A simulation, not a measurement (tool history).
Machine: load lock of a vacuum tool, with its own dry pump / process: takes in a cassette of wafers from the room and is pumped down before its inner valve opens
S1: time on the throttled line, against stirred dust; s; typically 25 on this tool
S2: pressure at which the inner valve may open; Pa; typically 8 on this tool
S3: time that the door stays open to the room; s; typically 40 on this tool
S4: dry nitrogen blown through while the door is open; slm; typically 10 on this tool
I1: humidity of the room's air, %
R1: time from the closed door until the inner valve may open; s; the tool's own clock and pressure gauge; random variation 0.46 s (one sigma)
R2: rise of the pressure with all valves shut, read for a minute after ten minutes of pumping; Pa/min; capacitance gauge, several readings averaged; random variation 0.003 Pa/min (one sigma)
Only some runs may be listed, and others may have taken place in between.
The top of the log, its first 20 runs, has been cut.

{"run": 21, "hour": 3124.3, "S1": 25, "S2": 9, "S3": 94, "S4": 38, "I1": 46.1, "R1": 64.6, "R2": 0.208}
{"run": 22, "hour": 3336.7, "S1": 25, "S2": 9, "S3": 94, "S4": 38, "I1": 44.7, "R1": 64.9, "R2": 0.201}
{"run": 23, "hour": 3428.6, "S1": 25, "S2": 9, "S3": 94, "S4": 38, "I1": 44.6, "R1": 64.1, "R2": 0.208}
{"run": 24, "hour": 3569.9, "S1": 25, "S2": 9, "S3": 94, "S4": 38, "I1": 42.3, "R1": 63.9, "R2": 0.208}
{"run": 25, "hour": 3777.9, "S1": 25, "S2": 8, "S3": 40, "S4": 27, "I1": 44.7, "R1": 65.3, "R2": 0.201}
{"run": 26, "hour": 3925.9, "S1": 25, "S2": 12, "S3": 40, "S4": 28, "I1": 43.8, "R1": 63.5, "R2": 0.196}
{"run": 27, "hour": 4114.1, "S1": 15, "S2": 12, "S3": 79, "S4": 15, "I1": 45.5, "R1": 56.8, "R2": 0.244}
{"run": 28, "hour": 4243.0, "S1": 34, "S2": 8, "S3": 40, "S4": 10, "I1": 46.7, "R1": 71.0, "R2": 0.218}
{"run": 29, "hour": 4418.6, "S1": 25, "S2": 8, "S3": 44, "S4": 10, "I1": 46.6, "R1": 65.6, "R2": 0.234}
{"run": 30, "hour": 4580.1, "S1": 25, "S2": 8, "S3": 44, "S4": 10, "I1": 45.6, "R1": 66.6, "R2": 0.231}
{"run": 31, "hour": 4712.2, "S1": 16, "S2": 8, "S3": 83, "S4": 5, "I1": 42.6, "R1": 60.0, "R2": 0.278}
{"run": 32, "hour": 4840.3, "S1": 16, "S2": 8, "S3": 83, "S4": 5, "I1": 45.9, "R1": 60.2, "R2": 0.295}
{"run": 33, "hour": 5047.5, "S1": 18, "S2": 16, "S3": 27, "S4": 38, "I1": 43.9, "R1": 57.5, "R2": 0.215}
{"run": 34, "hour": 5199.3, "S1": 18, "S2": 11, "S3": 63, "S4": 38, "I1": 45.8, "R1": 59.9, "R2": 0.246}
{"run": 35, "hour": 5392.4, "S1": 35, "S2": 10, "S3": 217, "S4": 11, "I1": 44.1, "R1": 72.3, "R2": 0.373}
{"run": 36, "hour": 5518.9, "S1": 25, "S2": 8, "S3": 52, "S4": 10, "I1": 45.0, "R1": 65.9, "R2": 0.262}

Branching from run 36: 4 alternative next runs. What would each branch give?
{"run": "A", "hour": 5713.8, "S1": 23, "S2": 8, "S3": 40, "S4": 10, "I1": 47.4, "R1": "?", "R2": "?"}
{"run": "B", "hour": 5713.8, "S1": 43, "S2": 7, "S3": 40, "S4": 14, "I1": 42.2, "R1": "?", "R2": "?"}
{"run": "C", "hour": 5713.8, "S1": 26, "S2": 8, "S3": 31, "S4": 10, "I1": 44.5, "R1": "?", "R2": "?"}
{"run": "D", "hour": 5713.8, "S1": 16, "S2": 8, "S3": 52, "S4": 6, "I1": 43.3, "R1": "?", "R2": "?"}

run=A R1=64.7 R2=0.268
run=B R1=79.5 R2=0.255
run=C R1=66.3 R2=0.248
run=D R1=60.7 R2=0.266
Take away the tool's hidden state, keep each run's random variation, and the runs would have read:
run=A R1=55.8 R2=0.056
run=B R1=71.9 R2=0.043
run=C R1=57.7 R2=0.038
run=D R1=51.3 R2=0.059

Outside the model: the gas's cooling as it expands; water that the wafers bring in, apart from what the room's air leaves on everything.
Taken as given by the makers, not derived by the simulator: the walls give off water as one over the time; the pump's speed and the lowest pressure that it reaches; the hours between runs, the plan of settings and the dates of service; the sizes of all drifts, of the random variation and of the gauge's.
